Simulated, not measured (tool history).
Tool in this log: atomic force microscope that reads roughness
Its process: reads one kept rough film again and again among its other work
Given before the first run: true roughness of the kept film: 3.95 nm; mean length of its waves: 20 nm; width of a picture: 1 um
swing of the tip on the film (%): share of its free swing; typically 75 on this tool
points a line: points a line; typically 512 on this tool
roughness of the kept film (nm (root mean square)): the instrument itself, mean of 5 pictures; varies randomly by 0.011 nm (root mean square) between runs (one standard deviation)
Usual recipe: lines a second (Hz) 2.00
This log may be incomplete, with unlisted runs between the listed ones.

run     day  lines a second (Hz)  swing of the tip on the film (%)  points a line  roughness of the kept film (nm (root mean square))
  1   0.000                 2.00                                75            512                                               1.454
  2   0.367                 2.00                                75            512                                               1.381
  3   0.767                 2.00                                75            512                                               1.312
      0.846  -- new tip fitted
  4   1.333                 2.00                                75            512                                               2.173
  5   1.600                 1.60                                75            512                                               2.109
  6   2.175                 2.00                                77            512                                               1.845
  7   2.575                 2.00                                75            512                                               1.736
  8   2.896                 0.65                                75            512                                               1.797
  9   3.188                 0.65                                75            512                                               1.717
 10   3.729                 0.65                                75            512                                               1.605
 11   4.083                 2.00                                75            512                                               1.397
      4.171  -- height scale calibrated on a step standard
 12   4.504                 2.00                                75            512                                               1.322
      4.625  -- new tip fitted
 13   5.088                 2.00                                75            512                                               2.220
 14   5.396                 0.80                                75            512                                               2.254
      5.771  -- height scale calibrated on a step standard, once more
 15   5.975                 3.31                                75            512                                               1.761
 16   6.333                 2.00                                60            512                                               1.914
 17   6.867                 2.00                                60            512                                               1.761
 18   7.458                 2.00                                60            512                                               1.616
 19   7.712                 1.23                                84            796                                               1.445
 20   8.075                 0.64                                75            512                                               1.494
      8.404  -- new tip fitted
 21   8.658                 0.64                                87            512                                               2.382
 22   9.042                 1.12                                65            421                                               2.314
 23   9.538                 1.26                                65            307                                               2.067
 24   9.825                 1.26                                65            307                                               1.946
 25  10.350                 0.88                                80            307                                               1.752
 26  10.679                 0.77                                80            580                                               1.694
 27  11.175                 3.74                                66            445                                               1.448
 28  11.688                 3.74                                66            445                                               1.363
 29  12.033                 3.17                                67            745                                               1.326
     12.150  -- new tip fitted
 30  12.588                 3.29                                75            319                                               1.988
 31  12.900                 1.91                                75            457                                               2.030
 32  13.467                 1.17                                75            813                                               1.920
 33  13.825                 0.68                                70            595                                               1.864

Here are 3 independent what-if runs from the current tool condition. What would each one return?
  A  14.221                 0.68                                59            595                                                   ?
  B  14.221                 0.94                                57            479                                                   ?
  C  14.221                 1.64                                75            880                                                   ?

run  roughness of the kept film (nm (root mean square))
  A                                               1.812
  B                                               1.785
  C                                               1.642
What these runs would have given with no unlogged condition in the tool:
run  roughness of the kept film (nm (root mean square))
  A                                               2.801
  B                                               2.762
  C                                               2.539
